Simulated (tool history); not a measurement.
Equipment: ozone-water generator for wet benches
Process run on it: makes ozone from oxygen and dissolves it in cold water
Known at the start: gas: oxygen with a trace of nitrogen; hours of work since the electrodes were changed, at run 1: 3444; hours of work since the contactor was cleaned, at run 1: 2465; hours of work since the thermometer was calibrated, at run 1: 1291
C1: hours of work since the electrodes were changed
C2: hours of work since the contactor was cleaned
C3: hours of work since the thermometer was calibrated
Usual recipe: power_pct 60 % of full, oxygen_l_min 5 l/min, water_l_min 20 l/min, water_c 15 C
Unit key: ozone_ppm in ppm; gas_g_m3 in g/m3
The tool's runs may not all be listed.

run 1 hour=0 | power_pct=60 oxygen_l_min=5 water_l_min=20 water_c=15 | C1=3444 C2=2465 C3=1291 | ozone_ppm=20.4 gas_g_m3=223.9
run 2 hour=166.3 | power_pct=60 oxygen_l_min=5 water_l_min=20 water_c=15 | C1=3580 C2=2601 C3=1427 | ozone_ppm=20.4 gas_g_m3=222.2
run 3 hour=299.4 | power_pct=60 oxygen_l_min=5 water_l_min=20 water_c=15 | C1=3690 C2=2710 C3=1536 | ozone_ppm=20.6 gas_g_m3=223.7
run 4 hour=460.7 | power_pct=60 oxygen_l_min=5 water_l_min=20 water_c=15 | C1=3822 C2=2843 C3=1668 | ozone_ppm=20.5 gas_g_m3=226
run 5 hour=661.5 | power_pct=60 oxygen_l_min=5 water_l_min=20 water_c=12 | C1=3987 C2=3007 C3=1833 | ozone_ppm=21.1 gas_g_m3=222.9
run 6 hour=808 | power_pct=60 oxygen_l_min=5 water_l_min=20 water_c=15 | C1=4107 C2=3127 C3=1953 | ozone_ppm=20.4 gas_g_m3=222.3
run 7 hour=978 | power_pct=60 oxygen_l_min=5 water_l_min=20 water_c=15 | C1=4246 C2=3267 C3=2093 | ozone_ppm=20.4 gas_g_m3=227
run 8 hour=1180.3 | power_pct=60 oxygen_l_min=5 water_l_min=20 water_c=15 | C1=4412 C2=3433 C3=2259 | ozone_ppm=20.6 gas_g_m3=226
run 9 hour=1369.5 | power_pct=60 oxygen_l_min=5 water_l_min=20 water_c=15 | C1=4567 C2=3588 C3=2414 | ozone_ppm=20.4 gas_g_m3=225.4
run 10 hour=1519.8 | power_pct=60 oxygen_l_min=5 water_l_min=20 water_c=15 | C1=4690 C2=3711 C3=2537 | ozone_ppm=20 gas_g_m3=224.2
run 11 hour=1625.1 | power_pct=60 oxygen_l_min=2.8 water_l_min=20 water_c=15 | C1=4777 C2=3798 C3=2623 | ozone_ppm=18.9 gas_g_m3=303
run 12 hour=1793.8 | power_pct=60 oxygen_l_min=5 water_l_min=20 water_c=15 | C1=4915 C2=3936 C3=2762 | ozone_ppm=20.5 gas_g_m3=225.3
run 13 hour=1926.2 | power_pct=60 oxygen_l_min=5 water_l_min=20 water_c=15 | C1=5024 C2=4045 C3=2870 | ozone_ppm=20.6 gas_g_m3=227.2
run 14 hour=2069.6 | power_pct=60 oxygen_l_min=5 water_l_min=20 water_c=15 | C1=5141 C2=4162 C3=2988 | ozone_ppm=20.3 gas_g_m3=230
-- hour=2086.4 water thermometer calibrated
run 15 hour=2270.8 | power_pct=60 oxygen_l_min=5 water_l_min=20 water_c=15 | C1=5306 C2=4327 C3=151 | ozone_ppm=20.3 gas_g_m3=227.5
-- hour=2361.4 gauge calibrated
-- hour=2469.1 contactor cleaned
run 16 hour=2469.9 | power_pct=60 oxygen_l_min=5 water_l_min=20 water_c=15 | C1=5466 C2=1 C3=311 | ozone_ppm=20.2 gas_g_m3=223.3
run 17 hour=2559.4 | power_pct=60 oxygen_l_min=5 water_l_min=20 water_c=15 | C1=5539 C2=74 C3=385 | ozone_ppm=20.6 gas_g_m3=222.7
run 18 hour=2738.7 | power_pct=60 oxygen_l_min=5 water_l_min=15 water_c=10 | C1=5686 C2=221 C3=532 | ozone_ppm=28.3 gas_g_m3=222.2
run 19 hour=2912.2 | power_pct=60 oxygen_l_min=5 water_l_min=15 water_c=10 | C1=5829 C2=363 C3=674 | ozone_ppm=28.7 gas_g_m3=222.8
run 20 hour=3068.4 | power_pct=92 oxygen_l_min=5 water_l_min=15 water_c=10 | C1=5957 C2=492 C3=802 | ozone_ppm=39.4 gas_g_m3=315.4
run 21 hour=3270.4 | power_pct=94 oxygen_l_min=7.23 water_l_min=19 water_c=18 | C1=6123 C2=657 C3=968 | ozone_ppm=29.5 gas_g_m3=265.5
run 22 hour=3385.4 | power_pct=94 oxygen_l_min=7.23 water_l_min=19 water_c=18 | C1=6217 C2=752 C3=1062 | ozone_ppm=29.7 gas_g_m3=266.2
run 23 hour=3548.5 | power_pct=60 oxygen_l_min=5 water_l_min=14 water_c=15 | C1=6351 C2=885 C3=1196 | ozone_ppm=28 gas_g_m3=225.3
run 24 hour=3755 | power_pct=94 oxygen_l_min=5 water_l_min=14 water_c=15 | C1=6520 C2=1055 C3=1365 | ozone_ppm=39.4 gas_g_m3=320.1
run 25 hour=3901.9 | power_pct=67 oxygen_l_min=5.92 water_l_min=30 water_c=17 | C1=6640 C2=1175 C3=1486 | ozone_ppm=14.8 gas_g_m3=226.1
run 26 hour=4014.5 | power_pct=67 oxygen_l_min=5.92 water_l_min=30 water_c=17 | C1=6733 C2=1267 C3=1578 | ozone_ppm=14.6 gas_g_m3=227.4
run 27 hour=4182.3 | power_pct=61 oxygen_l_min=6.53 water_l_min=15 water_c=16 | C1=6870 C2=1405 C3=1716 | ozone_ppm=25.9 gas_g_m3=202
run 28 hour=4271 | power_pct=79 oxygen_l_min=6.53 water_l_min=15 water_c=12 | C1=6943 C2=1478 C3=1788 | ozone_ppm=34.1 gas_g_m3=245.6
run 29 hour=4461.6 | power_pct=63 oxygen_l_min=7.92 water_l_min=20 water_c=15 | C1=7099 C2=1634 C3=1945 | ozone_ppm=21.8 gas_g_m3=189.1
run 30 hour=4554.6 | power_pct=74 oxygen_l_min=3.79 water_l_min=14 water_c=7 | C1=7176 C2=1710 C3=2021 | ozone_ppm=36.1 gas_g_m3=308.5
-- hour=4578.1 gauge calibrated
run 31 hour=4751 | power_pct=74 oxygen_l_min=3.79 water_l_min=14 water_c=7 | C1=7337 C2=1871 C3=2182 | ozone_ppm=36.4 gas_g_m3=300.6
run 32 hour=4927.6 | power_pct=64 oxygen_l_min=5.69 water_l_min=20 water_c=15 | C1=7482 C2=2016 C3=2327 | ozone_ppm=21.9 gas_g_m3=218.2
run 33 hour=5133.8 | power_pct=90 oxygen_l_min=5 water_l_min=20 water_c=20 | C1=7651 C2=2185 C3=2496 | ozone_ppm=26.3 gas_g_m3=306.7

Each row is a separate what-if for the run after 33, all from the same tool condition, not one after another. Results?
run A hour=5261.3 | power_pct=94 oxygen_l_min=3.38 water_l_min=20 water_c=14 | C1=7755 C2=2290 C3=2601 | ozone_ppm=? gas_g_m3=?
run B hour=5261.3 | power_pct=48 oxygen_l_min=5 water_l_min=13 water_c=21 | C1=7755 C2=2290 C3=2601 | ozone_ppm=? gas_g_m3=?
run C hour=5261.3 | power_pct=83 oxygen_l_min=5.62 water_l_min=20 water_c=15 | C1=7755 C2=2290 C3=2601 | ozone_ppm=? gas_g_m3=?
run D hour=5261.3 | power_pct=95 oxygen_l_min=8.62 water_l_min=14 water_c=20 | C1=7755 C2=2290 C3=2601 | ozone_ppm=? gas_g_m3=?

run=A ozone_ppm=27.6 gas_g_m3=386.1
run=B ozone_ppm=22.7 gas_g_m3=187
run=C ozone_ppm=26.6 gas_g_m3=274.3
run=D ozone_ppm=34.7 gas_g_m3=246.7
Stripped of hidden state, with their random variation kept, the same runs would have yielded:
run=A ozone_ppm=27.6 gas_g_m3=383.6
run=B ozone_ppm=22.7 gas_g_m3=185.6
run=C ozone_ppm=26.6 gas_g_m3=272.5
run=D ozone_ppm=34.8 gas_g_m3=245.1
